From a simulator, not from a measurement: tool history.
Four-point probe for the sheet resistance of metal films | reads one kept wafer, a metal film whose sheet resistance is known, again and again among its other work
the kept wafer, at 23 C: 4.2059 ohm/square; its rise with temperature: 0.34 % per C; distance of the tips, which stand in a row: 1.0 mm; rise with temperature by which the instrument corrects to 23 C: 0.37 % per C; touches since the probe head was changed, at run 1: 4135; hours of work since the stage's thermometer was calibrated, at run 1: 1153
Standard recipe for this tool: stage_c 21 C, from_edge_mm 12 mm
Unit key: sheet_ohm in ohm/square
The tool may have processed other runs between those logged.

run    day  stage_c  from_edge_mm  touches since the probe head was changed  hours of work since the stage's thermometer was calibrated  sheet_ohm
  1      0       21            12                                      4135                                                        1153   4.208842
  2  0.575       21            12                                      4427                                                        1162   4.208459
  3  1.025       21            12                                      4653                                                        1168   4.206383
  4  1.588       21             4                                      4938                                                        1177   4.330164
     1.658  -- stage's thermometer calibrated
  5  2.092       21             4                                      5182                                                           6   4.329652
  6  2.629       21             9                                      5455                                                          14   4.220122
  7  2.983       21             9                                      5633                                                          19   4.222426
  8  3.358       21             9                                      5822                                                          25   4.219282
         4  -- stage's thermometer calibrated, once more
  9  4.029       21             9                                      6151                                                           0    4.21944
 10  4.496       21            10                                      6388                                                           7   4.213385
 11  4.917       21            44                                      6601                                                          14   4.192124
 12  5.567       21            44                                      6928                                                          23   4.191464

Some steps in sheet_ohm between neighbouring runs. How much of each would the tool show without its hidden state too (settings, what came in, random variation), and how much is left for the hidden state, with any gauge scatter that isn't in both results?
The hidden state here: inner tips' distance over the nominal, %; tips' flats over new ones', %; wafer's true temperature over the reading, C; drift of the gauge itself on sheet_ohm, %.
Run 3 -> 4: from_edge_mm 12 -> 4. sheet_ohm +0.123781 ohm/square: hidden state -0.000376, all else +0.124157.
Run 8 -> 9: stage's thermometer calibrated, once more. sheet_ohm +0.000158 ohm/square: hidden state -0.002634, all else +0.002792.
